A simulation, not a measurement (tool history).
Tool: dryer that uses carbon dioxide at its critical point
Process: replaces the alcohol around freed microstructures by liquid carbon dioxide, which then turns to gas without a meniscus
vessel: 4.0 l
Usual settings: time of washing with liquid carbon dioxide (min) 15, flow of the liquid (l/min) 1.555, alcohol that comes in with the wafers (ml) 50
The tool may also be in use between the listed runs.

| run | day | time of washing with liquid carbon dioxide (min) | flow of the liquid (l/min) | alcohol that comes in with the wafers (ml) | alcohol left in the vessel before it's heated (ppm by volume) |
|---|---|---|---|---|---|
| 1 | 0.000 | 15 | 1.555 | 50 | 164 |
| 2 | 0.429 | 9 | 1.555 | 50 | 838 |
| 3 | 0.867 | 15 | 1.180 | 50 | 435 |
| 4 | 1.292 | 10 | 1.555 | 50 | 648 |
| 5 | 1.558 | 15 | 1.555 | 50 | 170 |
| 6 | 1.992 | 15 | 1.490 | 50 | 203 |
| 7 | 2.408 | 15 | 1.490 | 50 | 213 |
| 8 | 2.838 | 15 | 1.490 | 50 | 211 |
| 9 | 3.133 | 14 | 1.555 | 50 | 231 |
| 10 | 3.654 | 14 | 1.555 | 50 | 248 |
| 11 | 4.054 | 14 | 1.555 | 50 | 240 |
| 12 | 4.400 | 14 | 2.450 | 50 | 62 |
| 13 | 4.688 | 14 | 2.450 | 50 | 69 |
| 14 | 5.046 | 15 | 1.555 | 50 | 204 |
| 15 | 5.429 | 15 | 1.555 | 50 | 198 |
| 16 | 5.671 | 15 | 1.555 | 50 | 198 |
| 17 | 6.183 | 15 | 1.555 | 50 | 208 |
| 18 | 6.417 | 21 | 1.555 | 50 | 67 |
| 19 | 6.675 | 21 | 1.555 | 50 | 69 |
| 20 | 7.017 | 11 | 1.555 | 50 | 573 |
|  | 7.154 | inlet filter changed |
| 21 | 7.500 | 11 | 1.555 | 50 | 394 |
| 22 | 7.954 | 11 | 1.555 | 50 | 414 |
| 23 | 8.296 | 15 | 1.555 | 59 | 170 |
| 24 | 8.542 | 16 | 1.555 | 59 | 139 |
| 25 | 8.783 | 16 | 1.555 | 59 | 137 |
| 26 | 9.129 | 18 | 1.290 | 44 | 150 |
| 27 | 9.525 | 12 | 2.010 | 119 | 274 |
| 28 | 9.996 | 15 | 1.555 | 107 | 292 |
| 29 | 10.492 | 12 | 1.460 | 24 | 223 |
| 30 | 11.012 | 12 | 1.460 | 24 | 227 |
| 31 | 11.554 | 12 | 1.460 | 24 | 231 |
| 32 | 12.096 | 15 | 1.555 | 51 | 190 |
| 33 | 12.404 | 15 | 1.555 | 51 | 179 |
| 34 | 12.938 | 13 | 1.555 | 83 | 422 |
| 35 | 13.212 | 10 | 2.240 | 105 | 364 |
| 36 | 13.583 | 10 | 2.240 | 105 | 391 |
| 37 | 14.121 | 10 | 2.240 | 27 | 150 |
| 38 | 14.612 | 10 | 2.240 | 27 | 147 |
| 39 | 14.979 | 10 | 2.240 | 27 | 150 |
| 40 | 15.488 | 19 | 1.330 | 22 | 109 |
| 41 | 15.746 | 10 | 1.610 | 22 | 309 |
| 42 | 16.071 | 10 | 1.610 | 22 | 306 |
| 43 | 16.329 | 14 | 1.610 | 22 | 152 |
| 44 | 16.679 | 15 | 2.170 | 109 | 120 |
| 45 | 17.229 | 15 | 2.170 | 109 | 135 |
| 46 | 17.479 | 11 | 1.580 | 68 | 687 |

The same runs without the tool's hidden state, with the same run-to-run variation:
The hidden state here: flow that reaches the vessel past the clogged filter, %; alcohol in the recycled carbon dioxide, ppm; drift of the gauge itself on alcohol_ppm, %.
| run | alcohol left in the vessel before it's heated (ppm by volume) |
|---|---|
| 1 | 106 |
| 2 | 670 |
| 3 | 318 |
| 4 | 490 |
| 5 | 101 |
| 6 | 124 |
| 7 | 129 |
| 8 | 124 |
| 9 | 134 |
| 10 | 144 |
| 11 | 135 |
| 12 | 19 |
| 13 | 24 |
| 14 | 105 |
| 15 | 98 |
| 16 | 95 |
| 17 | 102 |
| 18 | 10 |
| 19 | 13 |
| 20 | 354 |
| 21 | 346 |
| 22 | 360 |
| 23 | 119 |
| 24 | 87 |
| 25 | 85 |
| 26 | 94 |
| 27 | 204 |
| 28 | 216 |
| 29 | 155 |
| 30 | 156 |
| 31 | 155 |
| 32 | 112 |
| 33 | 99 |
| 34 | 303 |
| 35 | 246 |
| 36 | 264 |
| 37 | 70 |
| 38 | 66 |
| 39 | 67 |
| 40 | 33 |
| 41 | 195 |
| 42 | 189 |
| 43 | 64 |
| 44 | 34 |
| 45 | 44 |
| 46 | 464 |

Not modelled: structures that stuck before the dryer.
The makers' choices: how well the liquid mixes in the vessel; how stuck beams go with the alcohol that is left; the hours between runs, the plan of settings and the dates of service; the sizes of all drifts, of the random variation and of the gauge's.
